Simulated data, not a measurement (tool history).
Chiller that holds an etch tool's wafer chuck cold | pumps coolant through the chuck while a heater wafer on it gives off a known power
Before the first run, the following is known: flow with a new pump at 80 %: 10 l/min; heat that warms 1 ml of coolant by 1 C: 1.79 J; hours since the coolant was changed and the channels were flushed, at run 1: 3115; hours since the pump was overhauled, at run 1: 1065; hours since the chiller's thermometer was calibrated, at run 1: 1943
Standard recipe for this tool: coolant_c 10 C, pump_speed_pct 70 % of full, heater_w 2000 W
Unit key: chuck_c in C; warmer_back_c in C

run	day	coolant_c	pump_speed_pct	heater_w	hours since the coolant was changed and the channels were flushed	hours since the pump was overhauled	hours since the chiller's thermometer was calibrated	chuck_c	warmer_back_c
1	0.000	10	70	2000	3115	1065	1943	37.7	7.83
2	1.304	10	70	2000	3146	1096	1974	37.9	7.83
3	2.129	10	70	2000	3166	1116	1994	37.6	7.84
4	3.712	10	70	2000	3204	1154	2032	37.8	7.81
5	4.708	10	70	2000	3228	1178	2056	38.0	7.90
6	6.050	10	71	2000	3260	1210	2088	37.7	7.74
7	7.121	10	71	2000	3286	1235	2114	37.7	7.72
8	8.258	10	70	2000	3313	1263	2141	38.0	7.81
9	9.438	10	70	2000	3341	1291	2169	38.1	7.80
10	10.283	10	70	2000	3362	1311	2189	38.1	7.84
# day 11.446: coolant changed, channels flushed
11	11.950	10	69	2000	12	1345	2223	34.7	7.92
12	12.704	20	69	2000	30	1363	2242	44.6	7.92
13	13.850	10	68	2000	58	1391	2269	34.9	8.13
# day 14.192: chiller's thermometer calibrated
14	15.271	10	70	1112	91	1424	26	24.1	4.37
15	16.396	10	70	1112	118	1451	53	24.0	4.34
16	17.946	9	97	1130	155	1488	90	20.1	3.24
17	18.775	0	93	1833	175	1508	110	19.1	5.43
18	19.725	0	93	1833	198	1531	133	19.0	5.40
19	20.875	0	93	1607	225	1559	160	16.7	4.71
20	22.412	6	70	1382	262	1595	197	23.5	5.42
21	23.938	1	70	1556	299	1632	234	20.8	6.14
# day 24.267: coolant pump overhauled
22	24.962	17	72	2000	318	17	253	42.3	7.76
23	26.308	0	70	2000	351	49	286	25.8	7.96
24	27.438	9	70	2122	378	76	313	36.5	8.50
25	28.925	10	77	1016	413	112	349	22.0	3.65
# day 30.558: coolant pump overhauled, once more
26	30.558	5	92	2657	448	0	383	32.4	7.74
27	31.546	5	92	2657	471	24	406	32.3	7.77
28	32.921	12	70	1371	504	57	439	29.2	5.26
29	33.629	12	70	1371	521	74	456	29.4	5.24
30	34.283	12	70	1371	537	89	472	29.3	5.24

Measured result minus the same run's result without the hidden state. Both carry the same run-to-run variation, though not necessarily the same gauge scatter:
What the log doesn't record here: heat passed by the chuck's channels, % of clean ones'; flow at a given pump speed, % of a new pump's; coolant's true temperature over the reading, C; drift of the gauge itself on chuck_c, C; drift of the gauge itself on warmer_back_c, C.
run	chuck_c	warmer_back_c
1	+3.0	+0.13
2	+3.1	+0.14
3	+3.1	+0.14
4	+3.2	+0.14
5	+3.2	+0.14
6	+3.2	+0.14
7	+3.2	+0.15
8	+3.3	+0.15
9	+3.3	+0.16
10	+3.4	+0.16
11	-0.2	+0.17
12	-0.2	+0.18
13	-0.3	+0.18
14	+0.4	+0.10
15	+0.4	+0.10
16	+0.3	+0.08
17	+0.5	+0.13
18	+0.6	+0.13
19	+0.5	+0.12
20	+0.6	+0.13
21	+0.7	+0.16
22	+1.1	+0.29
23	+1.2	+0.29
24	+1.3	+0.31
25	+0.5	+0.14
26	+0.5	-0.03
27	+0.5	-0.03
28	+0.3	-0.02
29	+0.3	-0.02
30	+0.3	-0.01
